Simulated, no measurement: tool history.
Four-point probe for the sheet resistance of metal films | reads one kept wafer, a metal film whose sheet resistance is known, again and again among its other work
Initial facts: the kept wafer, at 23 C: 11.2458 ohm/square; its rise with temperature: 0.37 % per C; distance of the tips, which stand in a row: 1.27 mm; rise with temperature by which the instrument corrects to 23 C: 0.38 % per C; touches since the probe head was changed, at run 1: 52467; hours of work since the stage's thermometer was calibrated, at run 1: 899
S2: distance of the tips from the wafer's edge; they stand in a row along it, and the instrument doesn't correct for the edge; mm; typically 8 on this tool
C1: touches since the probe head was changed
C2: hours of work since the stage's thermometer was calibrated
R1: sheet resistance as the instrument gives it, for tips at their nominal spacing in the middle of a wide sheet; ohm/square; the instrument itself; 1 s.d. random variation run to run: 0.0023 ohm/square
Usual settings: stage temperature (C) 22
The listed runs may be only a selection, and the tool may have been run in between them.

{"run": 1, "hour": 0.0, "stage temperature (C)": 22, "S2": 8, "C1": 52467, "C2": 899, "R1": 11.509788}
{"run": 2, "hour": 116.1, "stage temperature (C)": 22, "S2": 8, "C1": 56638, "C2": 970, "R1": 11.511252}
{"run": 3, "hour": 233.8, "stage temperature (C)": 22, "S2": 8, "C1": 60870, "C2": 1043, "R1": 11.508506}
{"run": 4, "hour": 372.4, "stage temperature (C)": 22, "S2": 8, "C1": 65850, "C2": 1128, "R1": 11.520815}
{"run": 5, "hour": 512.3, "stage temperature (C)": 22, "S2": 8, "C1": 70879, "C2": 1214, "R1": 11.528044}
{"run": 6, "hour": 580.1, "stage temperature (C)": 22, "S2": 8, "C1": 73317, "C2": 1256, "R1": 11.527223}
{"run": 7, "hour": 689.1, "stage temperature (C)": 22, "S2": 16, "C1": 77235, "C2": 1323, "R1": 11.417523}
{"run": 8, "hour": 759.7, "stage temperature (C)": 22, "S2": 16, "C1": 79772, "C2": 1367, "R1": 11.4223}
{"run": 9, "hour": 838.9, "stage temperature (C)": 22, "S2": 8, "C1": 82618, "C2": 1416, "R1": 11.533717}
{"run": 10, "hour": 952.5, "stage temperature (C)": 22, "S2": 8, "C1": 86701, "C2": 1486, "R1": 11.538812}
{"hour": 1004.5, "done": "new probe head fitted"}
{"run": 11, "hour": 1078.2, "stage temperature (C)": 22, "S2": 12, "C1": 2650, "C2": 1562, "R1": 11.294715}
{"hour": 1112.5, "done": "stage's thermometer calibrated"}
{"run": 12, "hour": 1171.5, "stage temperature (C)": 23, "S2": 12, "C1": 5983, "C2": 36, "R1": 11.288617}
{"run": 13, "hour": 1256.3, "stage temperature (C)": 23, "S2": 12, "C1": 9032, "C2": 89, "R1": 11.286826}
{"run": 14, "hour": 1342.5, "stage temperature (C)": 20, "S2": 12, "C1": 12130, "C2": 142, "R1": 11.2952}
{"run": 15, "hour": 1414.9, "stage temperature (C)": 20, "S2": 12, "C1": 14731, "C2": 186, "R1": 11.301914}
{"run": 16, "hour": 1540.4, "stage temperature (C)": 22, "S2": 4, "C1": 19241, "C2": 264, "R1": 11.811822}
{"run": 17, "hour": 1660.3, "stage temperature (C)": 22, "S2": 4, "C1": 23550, "C2": 337, "R1": 11.814441}
{"run": 18, "hour": 1724.7, "stage temperature (C)": 22, "S2": 62, "C1": 25865, "C2": 377, "R1": 11.245963}
{"run": 19, "hour": 1842.1, "stage temperature (C)": 22, "S2": 62, "C1": 30086, "C2": 449, "R1": 11.249319}
{"hour": 1867.5, "done": "stage's thermometer calibrated, once more"}
{"run": 20, "hour": 1957.3, "stage temperature (C)": 22, "S2": 62, "C1": 34208, "C2": 55, "R1": 11.263877}
{"run": 21, "hour": 2056.1, "stage temperature (C)": 22, "S2": 62, "C1": 37760, "C2": 116, "R1": 11.266216}
{"run": 22, "hour": 2159.1, "stage temperature (C)": 22, "S2": 22, "C1": 41461, "C2": 180, "R1": 11.297173}
{"run": 23, "hour": 2234.6, "stage temperature (C)": 22, "S2": 22, "C1": 44174, "C2": 226, "R1": 11.291986}
{"run": 24, "hour": 2308.7, "stage temperature (C)": 25, "S2": 6, "C1": 46838, "C2": 272, "R1": 11.538458}
{"run": 25, "hour": 2392.2, "stage temperature (C)": 21, "S2": 32, "C1": 49839, "C2": 323, "R1": 11.291698}
{"run": 26, "hour": 2513.1, "stage temperature (C)": 30, "S2": 32, "C1": 54184, "C2": 398, "R1": 11.286836}
{"run": 27, "hour": 2579.5, "stage temperature (C)": 19, "S2": 8, "C1": 56571, "C2": 438, "R1": 11.438942}
{"run": 28, "hour": 2712.2, "stage temperature (C)": 30, "S2": 12, "C1": 61340, "C2": 520, "R1": 11.350283}
{"run": 29, "hour": 2829.1, "stage temperature (C)": 29, "S2": 6, "C1": 65541, "C2": 592, "R1": 11.558411}
{"run": 30, "hour": 2966.2, "stage temperature (C)": 29, "S2": 6, "C1": 70467, "C2": 677, "R1": 11.560433}
{"run": 31, "hour": 3036.5, "stage temperature (C)": 30, "S2": 15, "C1": 72995, "C2": 720, "R1": 11.334364}
{"run": 32, "hour": 3145.9, "stage temperature (C)": 20, "S2": 27, "C1": 76926, "C2": 787, "R1": 11.312439}
{"run": 33, "hour": 3271.2, "stage temperature (C)": 29, "S2": 5, "C1": 81430, "C2": 864, "R1": 11.681613}
{"run": 34, "hour": 3357.2, "stage temperature (C)": 18, "S2": 67, "C1": 84520, "C2": 917, "R1": 11.314867}
{"run": 35, "hour": 3418.2, "stage temperature (C)": 27, "S2": 43, "C1": 86713, "C2": 955, "R1": 11.311422}
{"hour": 3477.3, "done": "new probe head fitted"}
{"run": 36, "hour": 3530.4, "stage temperature (C)": 30, "S2": 43, "C1": 1910, "C2": 1023, "R1": 11.188712}
{"run": 37, "hour": 3640.4, "stage temperature (C)": 30, "S2": 43, "C1": 5862, "C2": 1091, "R1": 11.194387}
{"run": 38, "hour": 3737.9, "stage temperature (C)": 30, "S2": 43, "C1": 9368, "C2": 1151, "R1": 11.196634}
{"run": 39, "hour": 3808.4, "stage temperature (C)": 33, "S2": 21, "C1": 11902, "C2": 1195, "R1": 11.209797}
{"run": 40, "hour": 3917.3, "stage temperature (C)": 24, "S2": 55, "C1": 15815, "C2": 1262, "R1": 11.200546}
{"run": 41, "hour": 3990.0, "stage temperature (C)": 24, "S2": 55, "C1": 18429, "C2": 1306, "R1": 11.208527}
{"run": 42, "hour": 4105.2, "stage temperature (C)": 20, "S2": 8, "C1": 22566, "C2": 1377, "R1": 11.361447}
{"run": 43, "hour": 4203.2, "stage temperature (C)": 24, "S2": 4, "C1": 26091, "C2": 1438, "R1": 11.787079}

5 options for the next run, each taken on its own from the tool as it stands now. Forecast them:
{"run": "A", "hour": 4266.2, "stage temperature (C)": 25, "S2": 4, "C1": 28355, "C2": 1477, "R1": "?"}
{"run": "B", "hour": 4266.2, "stage temperature (C)": 22, "S2": 8, "C1": 28355, "C2": 1477, "R1": "?"}
{"run": "C", "hour": 4266.2, "stage temperature (C)": 29, "S2": 12, "C1": 28355, "C2": 1477, "R1": "?"}
{"run": "D", "hour": 4266.2, "stage temperature (C)": 27, "S2": 23, "C1": 28355, "C2": 1477, "R1": "?"}
{"run": "E", "hour": 4266.2, "stage temperature (C)": 33, "S2": 14, "C1": 28355, "C2": 1477, "R1": "?"}

run=A R1=11.788756
run=B R1=11.362355
run=C R1=11.274542
run=D R1=11.226920
run=E R1=11.255768
Stripped of hidden state, with their random variation kept, the same runs would have yielded:
run=A R1=11.824250
run=B R1=11.396787
run=C R1=11.308362
run=D R1=11.260704
run=E R1=11.289339

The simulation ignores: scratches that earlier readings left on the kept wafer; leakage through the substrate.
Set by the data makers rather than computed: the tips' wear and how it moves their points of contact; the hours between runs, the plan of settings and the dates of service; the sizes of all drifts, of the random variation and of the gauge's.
